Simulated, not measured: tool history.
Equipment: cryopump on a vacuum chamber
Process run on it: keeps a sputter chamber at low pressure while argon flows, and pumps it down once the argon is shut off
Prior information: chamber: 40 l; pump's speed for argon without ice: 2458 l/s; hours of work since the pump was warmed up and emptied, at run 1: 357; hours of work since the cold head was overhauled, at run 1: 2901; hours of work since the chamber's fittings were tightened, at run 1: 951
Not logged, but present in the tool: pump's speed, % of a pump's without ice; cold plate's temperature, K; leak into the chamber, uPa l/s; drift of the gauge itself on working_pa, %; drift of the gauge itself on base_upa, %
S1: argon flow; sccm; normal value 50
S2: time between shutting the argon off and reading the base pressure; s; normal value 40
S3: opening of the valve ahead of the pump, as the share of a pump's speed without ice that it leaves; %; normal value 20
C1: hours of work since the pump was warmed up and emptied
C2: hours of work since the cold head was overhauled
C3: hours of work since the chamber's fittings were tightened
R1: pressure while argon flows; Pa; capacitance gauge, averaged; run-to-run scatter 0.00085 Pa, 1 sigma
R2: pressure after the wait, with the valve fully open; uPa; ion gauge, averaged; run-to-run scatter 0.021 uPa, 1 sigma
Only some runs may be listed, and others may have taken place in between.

run,hour,S1,S2,S3,C1,C2,C3,R1,R2
1,0,50,40,20,357,2901,951,0.1751,1.01
2,58.2,50,40,20,393,2937,987,0.1764,1.03
3,174.1,50,40,20,465,3009,1058,0.1766,1.04
4,289.4,50,40,20,537,3080,1130,0.1778,1.06
5,351.2,50,40,20,575,3119,1168,0.1767,1.07
6,446.1,50,40,20,634,3177,1227,0.1782,1.07
7,567.7,50,40,20,709,3253,1302,0.1782,1.04
8,641.3,50,40,20,755,3298,1348,0.1802,1.1
# hour 705.2: pump warmed up, emptied and cooled again
9,705.2,50,90,20,0,3335,1384,0.1716,0.57
10,816,50,90,20,69,3403,1453,0.1721,0.59
11,903.8,50,40,28,123,3458,1507,0.1246,1.08
12,967.8,50,40,28,163,3497,1547,0.1241,1.09
13,1068.6,50,40,28,225,3560,1609,0.1249,1.06
14,1121,41,40,24,257,3592,1642,0.1201,1.06
15,1200.8,44,44,20,307,3642,1691,0.1528,1
16,1307.3,44,44,20,373,3708,1757,0.1541,1.01
17,1386.4,44,44,20,422,3757,1806,0.1545,0.97
18,1512.2,85,24,20,500,3835,1884,0.3,1.64
19,1613.5,85,24,20,563,3897,1947,0.301,1.64
20,1722.9,85,24,20,630,3965,2015,0.3023,1.67
21,1784.1,96,88,18,668,4003,2052,0.3792,0.65
22,1854.2,96,88,18,712,4046,2096,0.3788,0.61
23,1933.3,39,108,28,761,4095,2145,0.1014,0.58
# hour 1981.6: pump warmed up, emptied and cooled again
24,2055.2,36,167,39,46,4168,2217,0.0648,0.48
25,2171,56,112,22,117,4240,2289,0.1758,0.53

3 options for the next run, each taken on its own from the tool as it stands now. Forecast them:
A,2295.2,21,251,20,194,4316,2366,?,?
B,2295.2,81,243,22,194,4316,2366,?,?
C,2295.2,50,22,43,194,4316,2366,?,?

run,R1,R2
A,0.0728,0.41
B,0.257,0.41
C,0.0833,1.77
With the hidden condition removed and each run's random variation left untouched, the same runs would have given:
run,R1,R2
A,0.0716,0.26
B,0.2526,0.26
C,0.0806,1.63
